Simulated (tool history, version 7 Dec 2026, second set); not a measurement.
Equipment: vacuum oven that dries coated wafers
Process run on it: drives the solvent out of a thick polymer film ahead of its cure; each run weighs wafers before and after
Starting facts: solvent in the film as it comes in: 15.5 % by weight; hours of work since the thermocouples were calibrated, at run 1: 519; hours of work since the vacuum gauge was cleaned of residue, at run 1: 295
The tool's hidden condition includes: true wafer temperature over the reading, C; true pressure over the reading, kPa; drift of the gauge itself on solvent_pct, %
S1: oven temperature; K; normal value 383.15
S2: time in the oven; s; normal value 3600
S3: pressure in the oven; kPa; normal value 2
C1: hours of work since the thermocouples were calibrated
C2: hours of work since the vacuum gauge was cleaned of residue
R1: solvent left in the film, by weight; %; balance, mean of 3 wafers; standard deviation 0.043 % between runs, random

run,day,S1,S2,S3,C1,C2,R1
1,0,383.15,3600,2,519,295,3.42
2,0.783,383.15,3600,2,530,307,3.32
3,2.071,383.15,3600,2,550,327,3.53
4,2.783,383.15,3600,7.19,561,338,4.85
5,3.438,383.15,3600,7.19,571,348,4.95
6,4.808,383.15,3600,2,591,368,3.3
7,5.442,383.15,3600,2,601,378,3.35
8,6.65,393.15,3600,2,619,396,1.29
9,8.038,383.15,5220,2,640,417,2.04
10,8.808,383.15,3600,3.77,652,429,3.96
11,9.804,383.15,3600,2,667,444,3.47
# day 10.004: oven's thermocouples calibrated
12,10.642,383.15,3600,2,10,456,3.53
13,11.729,383.15,3600,2,26,472,3.55
14,13.138,389.15,2580,3.3,48,493,3.6
15,14.483,390.15,3360,2,68,514,2.1
16,15.638,390.15,3360,2,85,531,2.04
17,16.958,390.15,3360,2.71,106,551,2.36
18,18.246,376.15,1800,2.71,125,571,8.47
# day 18.625: oven's thermocouples calibrated, once more
19,18.925,377.15,2340,2.39,5,580,6.94
20,19.917,377.15,2340,5.58,20,595,7.73
21,20.929,383.15,6180,2.69,35,610,1.79
22,22.225,383.15,5280,3.81,55,630,2.51
23,23.292,393.15,5880,1.05,71,646,0.38
24,24.488,393.15,5880,1.05,89,664,0.47
25,25.892,393.15,1860,7.54,110,686,4.39
26,26.642,383.15,2340,2,122,697,5.1

Here are 5 independent what-if runs from the current tool condition. What would each one return?
A,28.042,383.15,3600,2,143,718,?
B,28.042,383.15,2760,3.22,143,718,?
C,28.042,383.15,2340,3.44,143,718,?
D,28.042,383.15,3600,5.2,143,718,?
E,28.042,383.15,4560,2,143,718,?

run,R1
A,3.31
B,4.73
C,5.5
D,4.19
E,2.48
With the hidden condition removed and each run's random variation left untouched, the same runs would have given:
run,R1
A,3.15
B,4.58
C,5.35
D,4.03
E,2.33
